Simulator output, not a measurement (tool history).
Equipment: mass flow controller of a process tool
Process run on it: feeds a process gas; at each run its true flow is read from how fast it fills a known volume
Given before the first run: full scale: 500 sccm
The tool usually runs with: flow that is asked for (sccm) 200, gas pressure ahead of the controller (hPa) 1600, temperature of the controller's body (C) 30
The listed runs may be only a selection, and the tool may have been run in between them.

run,hour,flow that is asked for (sccm),gas pressure ahead of the controller (hPa),temperature of the controller's body (C),true flow (%)
1,0.0,200,1600,30,99.30
2,70.9,200,1600,21,99.24
3,141.7,200,1600,21,99.13
4,203.2,200,1600,21,99.08
5,264.2,200,1600,29,99.32
6,331.7,200,1600,29,99.38
7,383.0,200,1600,30,99.35
8,487.2,200,1600,30,99.28
9,553.4,200,1600,30,99.20
10,604.9,200,1600,30,99.21
11,696.7,200,1590,30,99.29
12,766.0,200,1590,30,99.30
13,862.6,263,1950,32,99.21
14,907.9,200,1630,29,99.27
15,972.2,200,1630,29,99.24
16,1069.8,109,1770,20,99.28
17,1141.2,109,1620,24,99.32
18,1192.2,333,1620,21,99.10
19,1283.6,76,1660,22,99.68
20,1375.6,200,1660,23,99.08
21,1443.9,200,1660,23,99.06
22,1513.8,60,1630,23,100.15

A few steps of true flow (%) between consecutive runs. Split each: what settings, incoming material and random variation would produce without the hidden state, and what is left over for the hidden state, along with gauge scatter present in only one of the two compared results (measured, and without hidden state):
The tool's hidden condition here consists of: flow at rest that the sensor doesn't see, % of full scale; true flow over the shown one, %; drift of the gauge itself on true_pct, %.
Run 18 -> 19: flow that is asked for (sccm) 333 -> 76, gas pressure ahead of the controller (hPa) 1620 -> 1660, temperature of the controller's body (C) 21 -> 22. true flow (%) +0.58: hidden state +1.20, all else -0.62.
Run 19 -> 20: flow that is asked for (sccm) 76 -> 200, temperature of the controller's body (C) 22 -> 23. true flow (%) -0.60: hidden state -0.99, all else +0.39.
Run 21 -> 22: flow that is asked for (sccm) 200 -> 60, gas pressure ahead of the controller (hPa) 1660 -> 1630. true flow (%) +1.09: hidden state +1.44, all else -0.35.
